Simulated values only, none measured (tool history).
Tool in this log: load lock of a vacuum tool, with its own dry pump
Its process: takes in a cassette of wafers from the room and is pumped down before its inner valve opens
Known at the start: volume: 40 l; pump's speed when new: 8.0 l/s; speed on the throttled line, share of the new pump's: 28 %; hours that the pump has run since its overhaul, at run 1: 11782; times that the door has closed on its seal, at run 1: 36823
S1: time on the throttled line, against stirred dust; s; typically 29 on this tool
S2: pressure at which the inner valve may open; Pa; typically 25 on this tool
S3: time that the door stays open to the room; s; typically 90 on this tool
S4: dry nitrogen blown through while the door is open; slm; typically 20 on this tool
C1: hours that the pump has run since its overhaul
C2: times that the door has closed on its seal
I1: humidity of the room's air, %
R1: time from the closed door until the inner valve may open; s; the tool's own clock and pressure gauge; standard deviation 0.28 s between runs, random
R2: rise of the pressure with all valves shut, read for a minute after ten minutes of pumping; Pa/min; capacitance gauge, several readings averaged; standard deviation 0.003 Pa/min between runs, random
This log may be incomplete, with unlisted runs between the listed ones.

| run | hour | S1 | S2 | S3 | S4 | C1 | C2 | I1 | R1 | R2 |
|---|---|---|---|---|---|---|---|---|---|---|
| 1 | 0 | 29 | 25 | 90 | 20 | 11782 | 36823 | 47.4 | 66.1 | 0.362 |
| 2 | 337 | 29 | 25 | 90 | 20 | 12119 | 38028 | 48 | 65.5 | 0.376 |
| 3 | 863.8 | 29 | 25 | 90 | 20 | 12645 | 39913 | 42.6 | 66.3 | 0.395 |
| 4 | 1247.2 | 29 | 25 | 90 | 20 | 13029 | 41284 | 45.7 | 66.2 | 0.422 |
| 5 | 1628.8 | 29 | 25 | 90 | 20 | 13410 | 42649 | 47.1 | 66.7 | 0.438 |
| 6 | 2039.5 | 23 | 25 | 90 | 20 | 13821 | 44118 | 43.3 | 61.6 | 0.471 |
| 7 | 2288.7 | 23 | 25 | 52 | 20 | 14070 | 45010 | 44.5 | 62.3 | 0.471 |
| 8 | 2657.7 | 36 | 25 | 52 | 20 | 14439 | 46329 | 43.7 | 71.6 | 0.496 |
| 9 | 2982.8 | 36 | 25 | 52 | 20 | 14764 | 47492 | 49 | 71.8 | 0.504 |
|  | 3346.8 | door's seal changed, seat wiped |
| 10 | 3375.4 | 29 | 37 | 102 | 5 | 15155 | 102 | 45.8 | 64.5 | 0.066 |
| 11 | 3740.4 | 15 | 37 | 215 | 8 | 15520 | 1408 | 42.6 | 55.1 | 0.083 |
| 12 | 4052.6 | 15 | 37 | 215 | 8 | 15833 | 2525 | 45.2 | 55.6 | 0.096 |
|  | 4179.5 | dry pump taken out, an overhauled one fitted |
| 13 | 4423.8 | 29 | 20 | 69 | 20 | 244 | 3831 | 50.6 | 63.5 | 0.046 |
| 14 | 4797 | 29 | 31 | 69 | 11 | 617 | 5166 | 45.5 | 62.2 | 0.058 |
| 15 | 5142.4 | 45 | 33 | 215 | 10 | 963 | 6402 | 47.4 | 72.9 | 0.108 |
| 16 | 5451 | 45 | 47 | 215 | 9 | 1271 | 7505 | 44.2 | 71.4 | 0.114 |
| 17 | 5829.3 | 28 | 28 | 90 | 20 | 1650 | 8859 | 45.9 | 61.8 | 0.074 |
| 18 | 6149.9 | 27 | 27 | 48 | 37 | 1970 | 10005 | 40.8 | 61.8 | 0.062 |

Alternative continuations, all from the tool just after run 18; predict every row:
| A | 6420.5 | 27 | 48 | 191 | 5 | 2241 | 10974 | 45.2 | ? | ? |
| B | 6420.5 | 29 | 21 | 90 | 20 | 2241 | 10974 | 45.6 | ? | ? |
| C | 6420.5 | 29 | 18 | 90 | 9 | 2241 | 10974 | 45 | ? | ? |
| D | 6420.5 | 27 | 24 | 58 | 6 | 2241 | 10974 | 46 | ? | ? |
| E | 6420.5 | 27 | 18 | 41 | 4 | 2241 | 10974 | 43.5 | ? | ? |

| run | R1 | R2 |
|---|---|---|
| A | 58.6 | 0.151 |
| B | 64 | 0.093 |
| C | 65.4 | 0.108 |
| D | 62.2 | 0.092 |
| E | 63.8 | 0.094 |
Take away the tool's hidden state, keep each run's random variation, and the runs would have read:
| run | R1 | R2 |
|---|---|---|
| A | 57.9 | 0.1 |
| B | 63.2 | 0.043 |
| C | 64.6 | 0.057 |
| D | 61.5 | 0.042 |
| E | 63 | 0.043 |
